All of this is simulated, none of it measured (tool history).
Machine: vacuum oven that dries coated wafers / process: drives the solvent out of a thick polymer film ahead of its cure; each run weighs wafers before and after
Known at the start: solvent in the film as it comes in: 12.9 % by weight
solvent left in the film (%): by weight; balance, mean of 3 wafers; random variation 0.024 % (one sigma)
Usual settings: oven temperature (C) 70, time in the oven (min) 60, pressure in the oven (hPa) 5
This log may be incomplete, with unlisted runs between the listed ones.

{"run": 1, "hour": 0.0, "oven temperature (C)": 70, "time in the oven (min)": 60, "pressure in the oven (hPa)": 5, "solvent left in the film (%)": 0.93}
{"run": 2, "hour": 44.0, "oven temperature (C)": 70, "time in the oven (min)": 60, "pressure in the oven (hPa)": 19.38, "solvent left in the film (%)": 1.8}
{"run": 3, "hour": 99.4, "oven temperature (C)": 70, "time in the oven (min)": 60, "pressure in the oven (hPa)": 19.38, "solvent left in the film (%)": 1.79}
{"run": 4, "hour": 151.7, "oven temperature (C)": 70, "time in the oven (min)": 60, "pressure in the oven (hPa)": 13.22, "solvent left in the film (%)": 1.44}
{"run": 5, "hour": 200.3, "oven temperature (C)": 70, "time in the oven (min)": 60, "pressure in the oven (hPa)": 6.17, "solvent left in the film (%)": 0.99}
{"hour": 235.0, "done": "oven's thermocouples calibrated"}
{"run": 6, "hour": 289.5, "oven temperature (C)": 70, "time in the oven (min)": 59, "pressure in the oven (hPa)": 6.17, "solvent left in the film (%)": 1.09}
{"run": 7, "hour": 349.4, "oven temperature (C)": 70, "time in the oven (min)": 59, "pressure in the oven (hPa)": 6.17, "solvent left in the film (%)": 1.1}
{"run": 8, "hour": 394.6, "oven temperature (C)": 70, "time in the oven (min)": 59, "pressure in the oven (hPa)": 6.17, "solvent left in the film (%)": 1.11}
{"run": 9, "hour": 454.2, "oven temperature (C)": 70, "time in the oven (min)": 59, "pressure in the oven (hPa)": 6.17, "solvent left in the film (%)": 1.14}
{"run": 10, "hour": 539.6, "oven temperature (C)": 70, "time in the oven (min)": 35, "pressure in the oven (hPa)": 5, "solvent left in the film (%)": 2.22}
{"run": 11, "hour": 582.3, "oven temperature (C)": 70, "time in the oven (min)": 57, "pressure in the oven (hPa)": 5, "solvent left in the film (%)": 1.1}
{"run": 12, "hour": 662.7, "oven temperature (C)": 70, "time in the oven (min)": 57, "pressure in the oven (hPa)": 5, "solvent left in the film (%)": 1.13}
{"run": 13, "hour": 729.7, "oven temperature (C)": 70, "time in the oven (min)": 57, "pressure in the oven (hPa)": 5, "solvent left in the film (%)": 1.07}
{"run": 14, "hour": 773.9, "oven temperature (C)": 70, "time in the oven (min)": 43, "pressure in the oven (hPa)": 5, "solvent left in the film (%)": 1.68}
{"run": 15, "hour": 834.8, "oven temperature (C)": 70, "time in the oven (min)": 78, "pressure in the oven (hPa)": 5, "solvent left in the film (%)": 0.74}
{"hour": 877.7, "done": "vacuum gauge cleaned of residue and calibrated"}
{"run": 16, "hour": 924.0, "oven temperature (C)": 70, "time in the oven (min)": 78, "pressure in the oven (hPa)": 5, "solvent left in the film (%)": 0.53}
{"run": 17, "hour": 983.2, "oven temperature (C)": 70, "time in the oven (min)": 78, "pressure in the oven (hPa)": 5, "solvent left in the film (%)": 0.54}
{"run": 18, "hour": 1070.8, "oven temperature (C)": 70, "time in the oven (min)": 78, "pressure in the oven (hPa)": 5, "solvent left in the film (%)": 0.55}
{"run": 19, "hour": 1132.6, "oven temperature (C)": 80, "time in the oven (min)": 49, "pressure in the oven (hPa)": 5.04, "solvent left in the film (%)": 0.35}
{"run": 20, "hour": 1184.2, "oven temperature (C)": 80, "time in the oven (min)": 83, "pressure in the oven (hPa)": 3.85, "solvent left in the film (%)": 0.21}
{"run": 21, "hour": 1245.7, "oven temperature (C)": 80, "time in the oven (min)": 46, "pressure in the oven (hPa)": 14.49, "solvent left in the film (%)": 0.83}
{"run": 22, "hour": 1285.8, "oven temperature (C)": 80, "time in the oven (min)": 46, "pressure in the oven (hPa)": 14.49, "solvent left in the film (%)": 0.76}
{"run": 23, "hour": 1357.2, "oven temperature (C)": 65, "time in the oven (min)": 46, "pressure in the oven (hPa)": 13.98, "solvent left in the film (%)": 2.85}
{"run": 24, "hour": 1435.4, "oven temperature (C)": 65, "time in the oven (min)": 46, "pressure in the oven (hPa)": 13.98, "solvent left in the film (%)": 2.89}
{"run": 25, "hour": 1519.9, "oven temperature (C)": 69, "time in the oven (min)": 46, "pressure in the oven (hPa)": 2.86, "solvent left in the film (%)": 1.3}
{"run": 26, "hour": 1564.0, "oven temperature (C)": 69, "time in the oven (min)": 76, "pressure in the oven (hPa)": 4.51, "solvent left in the film (%)": 0.66}
{"run": 27, "hour": 1621.9, "oven temperature (C)": 69, "time in the oven (min)": 76, "pressure in the oven (hPa)": 4.51, "solvent left in the film (%)": 0.61}

Predict each of these 4 candidate next runs independently; none follows another, all start after run 27:
{"run": "A", "hour": 1699.2, "oven temperature (C)": 61, "time in the oven (min)": 60, "pressure in the oven (hPa)": 8.02, "solvent left in the film (%)": "?"}
{"run": "B", "hour": 1699.2, "oven temperature (C)": 66, "time in the oven (min)": 30, "pressure in the oven (hPa)": 3.67, "solvent left in the film (%)": "?"}
{"run": "C", "hour": 1699.2, "oven temperature (C)": 69, "time in the oven (min)": 30, "pressure in the oven (hPa)": 4.51, "solvent left in the film (%)": "?"}
{"run": "D", "hour": 1699.2, "oven temperature (C)": 56, "time in the oven (min)": 32, "pressure in the oven (hPa)": 4.97, "solvent left in the film (%)": "?"}

run=A solvent_left_in_the_film_(%)=2.59
run=B solvent_left_in_the_film_(%)=3.27
run=C solvent_left_in_the_film_(%)=2.63
run=D solvent_left_in_the_film_(%)=5.77
Without the tool's unlogged condition, the same runs would have read:
run=A solvent_left_in_the_film_(%)=2.76
run=B solvent_left_in_the_film_(%)=3.5
run=C solvent_left_in_the_film_(%)=2.85
run=D solvent_left_in_the_film_(%)=5.99
